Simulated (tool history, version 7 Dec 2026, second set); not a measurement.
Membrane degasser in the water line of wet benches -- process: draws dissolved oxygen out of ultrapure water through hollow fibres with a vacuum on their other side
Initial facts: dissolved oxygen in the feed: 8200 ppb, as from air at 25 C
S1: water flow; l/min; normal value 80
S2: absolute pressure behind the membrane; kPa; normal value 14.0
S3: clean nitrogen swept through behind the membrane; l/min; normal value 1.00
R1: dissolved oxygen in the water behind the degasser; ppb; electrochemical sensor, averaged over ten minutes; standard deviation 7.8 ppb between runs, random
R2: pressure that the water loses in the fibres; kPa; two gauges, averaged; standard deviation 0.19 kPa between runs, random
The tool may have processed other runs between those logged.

Run 1, hour 0.0: usual settings. Result: R1 1317.3 ppb, R2 38.73 kPa.
Run 2, hour 48.9: usual settings but S2 19.1 kPa. Result: R1 1819.4 ppb, R2 38.78 kPa.
Run 3, hour 99.4: usual settings but S2 19.1 kPa. Result: R1 1826.4 ppb, R2 38.85 kPa.
Run 4, hour 131.0: usual settings but S2 19.1 kPa. Result: R1 1821.7 ppb, R2 38.54 kPa.
Run 5, hour 156.5: usual settings. Result: R1 1330.9 ppb, R2 38.44 kPa.
Run 6, hour 208.0: usual settings. Result: R1 1337.9 ppb, R2 38.62 kPa.
Run 7, hour 237.2: usual settings. Result: R1 1331.8 ppb, R2 38.77 kPa.
Run 8, hour 280.6: usual settings. Result: R1 1332.3 ppb, R2 38.80 kPa.
Run 9, hour 323.7: usual settings. Result: R1 1339.7 ppb, R2 38.77 kPa.
Run 10, hour 367.1: usual settings but S1 82 l/min, S2 13.1 kPa, S3 2.85 l/min. Result: R1 627.1 ppb, R2 39.79 kPa.
Run 11, hour 400.1: usual settings but S1 82 l/min, S2 13.1 kPa, S3 2.85 l/min. Result: R1 625.3 ppb, R2 39.49 kPa.
Run 12, hour 457.5: usual settings but S1 82 l/min, S2 13.1 kPa, S3 2.85 l/min. Result: R1 640.1 ppb, R2 39.72 kPa.
Run 13, hour 502.0: usual settings but S2 9.9 kPa. Result: R1 897.2 ppb, R2 39.02 kPa.
Run 14, hour 532.2: usual settings but S2 9.9 kPa. Result: R1 899.2 ppb, R2 38.66 kPa.
Run 15, hour 561.1: usual settings but S1 53 l/min, S2 8.9 kPa. Result: R1 569.5 ppb, R2 25.81 kPa.
Run 16, hour 587.3: usual settings but S1 53 l/min, S2 8.9 kPa. Result: R1 576.7 ppb, R2 25.70 kPa.

Pick out some run-to-run changes in R1. Of each, how much would a tool without hidden state show as well, from the settings, what came in and chance, and how much is left for the hidden state and any gauge scatter not in both results compared?
Unlogged tool condition in this case: membrane still open, %; true pressure behind the membrane over the reading, kPa; air that leaks in behind the membrane, l/min; drift of the gauge itself on oxygen_ppb, %; drift of the gauge itself on loss_of_pressure_kpa, %.
Run 9 -> 10: S1 80 -> 82, S2 14.0 -> 13.1, S3 1.00 -> 2.85. R1 -712.6 ppb: hidden state +2.7, all else -715.3.
